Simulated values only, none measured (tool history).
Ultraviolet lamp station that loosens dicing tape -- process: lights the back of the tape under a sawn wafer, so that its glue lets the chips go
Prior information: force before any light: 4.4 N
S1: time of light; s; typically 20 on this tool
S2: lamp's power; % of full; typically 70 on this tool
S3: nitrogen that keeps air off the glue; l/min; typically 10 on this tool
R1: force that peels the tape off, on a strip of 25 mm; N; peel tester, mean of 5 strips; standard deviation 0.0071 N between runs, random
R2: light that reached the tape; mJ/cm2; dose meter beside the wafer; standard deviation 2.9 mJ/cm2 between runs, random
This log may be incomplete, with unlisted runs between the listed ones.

run     day  S1  S2  S3     R1   R2
  1       0  20  70  10  0.256  415
  2   0.592  20  70  10  0.251  411
  3   1.717  20  70  10  0.256  411
  4   2.962  20  70  10  0.264  414
  5   3.546  20  70  10  0.248  406
  6   4.242  20  70  10  0.253  409
  7   5.479  20  70  10   0.24  412
  8   6.138  20  70  10  0.254  410
  9   6.838  20  70  10  0.257  415
 10   7.433  20  70  15  0.199  410
 11   8.675  23  80  15  0.143  537
 12   9.571  13  80  10   0.43  304
 13  10.733  13  80  10  0.449  302
 14  11.779  13  80  16  0.324  303
 15  12.496  13  80  16  0.331  308
 16  13.642  22  80  13  0.149  521
 17  14.242  22  66   7   0.29  430
 18  15.267  38  68   3  0.197  754
 19  16.088  38  68   3  0.203  754

5 ways to go on from here, each from the tool as it stands after run 19. What would each give?
  A  17.2  11  92   3   ?   ?
  B  17.2  22  66   5   ?   ?
  C  17.2  20  99  12   ?   ?
  D  17.2  20  91   5   ?   ?
  E  17.2  20  73  13   ?   ?

run     R1   R2
  A   1.04  298
  B  0.403  427
  C  0.141  582
  D  0.256  539
  E  0.196  423
Stripped of hidden state, with their random variation kept, the same runs would have yielded:
run     R1   R2
  A  1.037  299
  B  0.401  427
  C  0.141  583
  D  0.255  540
  E  0.195  424
